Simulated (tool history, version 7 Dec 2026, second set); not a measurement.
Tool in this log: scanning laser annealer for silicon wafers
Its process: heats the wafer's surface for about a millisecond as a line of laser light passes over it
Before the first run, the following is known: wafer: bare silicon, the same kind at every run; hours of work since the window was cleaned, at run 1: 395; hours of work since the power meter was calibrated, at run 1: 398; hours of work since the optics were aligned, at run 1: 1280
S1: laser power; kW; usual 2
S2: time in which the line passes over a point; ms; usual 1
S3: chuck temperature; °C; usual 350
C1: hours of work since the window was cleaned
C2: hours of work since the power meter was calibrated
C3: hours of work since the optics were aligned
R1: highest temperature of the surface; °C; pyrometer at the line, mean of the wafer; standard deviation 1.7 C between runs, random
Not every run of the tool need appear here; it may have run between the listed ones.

run    day     S1    S2   S3   C1   C2    C3    R1
  1      0      2     1  350  395  398  1280  1055
  2  0.758  1.918     1  350  405  407  1289  1023
  3  1.425  1.967     1  350  413  415  1297  1043
  4  2.162  1.717     1  350  422  424  1306   953
  5  2.867  1.717     1  350  430  433  1315   954
  6  3.204   1.83     1  350  435  437  1319   997
  7   3.75  1.742  1.07  368  441  443  1326  1003
  8  4.212  1.742   1.2  368  447  449  1331  1042
  9  4.958  1.816     1  340  456  458  1341   979
 10  5.788  2.157  0.84  351  466  468  1351  1042

Alternative continuations, all from the tool just after run 10; predict every row:
  A  6.329  2.157  0.72  351  473  475  1357   ?
  B  6.329  2.052  0.91  356  473  475  1357   ?
  C  6.329  2.157  1.03  336  473  475  1357   ?
  D  6.329  1.902  0.93  350  473  475  1357   ?
  E  6.329  1.922   0.7  350  473  475  1357   ?

run    R1
  A   989
  B  1041
  C  1105
  D   992
  E   912
Take away the tool's hidden state, keep each run's random variation, and the runs would have read:
run    R1
  A  1019
  B  1072
  C  1140
  D  1022
  E   938
